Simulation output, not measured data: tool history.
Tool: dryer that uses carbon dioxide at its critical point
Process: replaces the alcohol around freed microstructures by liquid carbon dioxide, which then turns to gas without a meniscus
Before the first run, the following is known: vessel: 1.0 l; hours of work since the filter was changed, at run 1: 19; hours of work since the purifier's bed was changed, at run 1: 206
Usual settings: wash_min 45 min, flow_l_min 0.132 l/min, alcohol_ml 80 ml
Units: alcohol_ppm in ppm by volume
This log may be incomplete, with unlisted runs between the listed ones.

| run | hour | wash_min | flow_l_min | alcohol_ml | hours of work since the filter was changed | hours of work since the purifier's bed was changed | alcohol_ppm |
|---|---|---|---|---|---|---|---|
| 1 | 0.0 | 45 | 0.132 | 80 | 19 | 206 | 294 |
| 2 | 12.2 | 45 | 0.132 | 80 | 28 | 215 | 306 |
| 3 | 21.2 | 45 | 0.132 | 80 | 35 | 221 | 315 |
| 4 | 32.9 | 45 | 0.132 | 80 | 43 | 230 | 315 |
| 5 | 41.9 | 45 | 0.132 | 80 | 50 | 236 | 310 |
| 6 | 49.9 | 36 | 0.132 | 80 | 56 | 242 | 951 |
| 7 | 58.4 | 36 | 0.132 | 80 | 62 | 248 | 936 |
| 8 | 66.7 | 45 | 0.132 | 80 | 68 | 254 | 316 |
| 9 | 77.3 | 45 | 0.132 | 80 | 75 | 262 | 311 |
| 10 | 84.8 | 45 | 0.132 | 80 | 81 | 267 | 333 |
| 11 | 95.8 | 45 | 0.132 | 80 | 89 | 275 | 322 |
| 12 | 104.9 | 36 | 0.132 | 43 | 95 | 282 | 504 |
| 13 | 110.4 | 45 | 0.139 | 61 | 99 | 286 | 191 |
| 14 | 118.8 | 45 | 0.139 | 61 | 106 | 292 | 198 |
| 15 | 127.7 | 45 | 0.139 | 61 | 112 | 299 | 197 |
| 16 | 137.6 | 28 | 0.132 | 82 | 119 | 306 | 2604 |
| 17 | 146.3 | 62 | 0.140 | 103 | 125 | 312 | 51 |
| 18 | 152.4 | 62 | 0.140 | 103 | 130 | 317 | 56 |
| 19 | 162.6 | 60 | 0.147 | 62 | 137 | 324 | 28 |
| 20 | 174.2 | 35 | 0.132 | 65 | 146 | 332 | 887 |
| 21 | 182.5 | 37 | 0.196 | 22 | 152 | 338 | 53 |

Below, some changes in alcohol_ppm between adjacent runs. For each, the amount present without the hidden state too (settings, incoming material, random variation) and the amount remaining for the hidden state with gauge scatter not shared by both compared results:
Unlogged tool condition in this case: flow that reaches the vessel past the clogged filter, %; alcohol in the recycled carbon dioxide, ppm; drift of the gauge itself on alcohol_ppm, %.
Run 15 -> 16: wash_min 45 -> 28, flow_l_min 0.139 -> 0.132, alcohol_ml 61 -> 82. alcohol_ppm +2407 ppm by volume: hidden state +175, all else +2232.
Run 16 -> 17: wash_min 28 -> 62, flow_l_min 0.132 -> 0.140, alcohol_ml 82 -> 103. alcohol_ppm -2553 ppm by volume: hidden state -192, all else -2361.
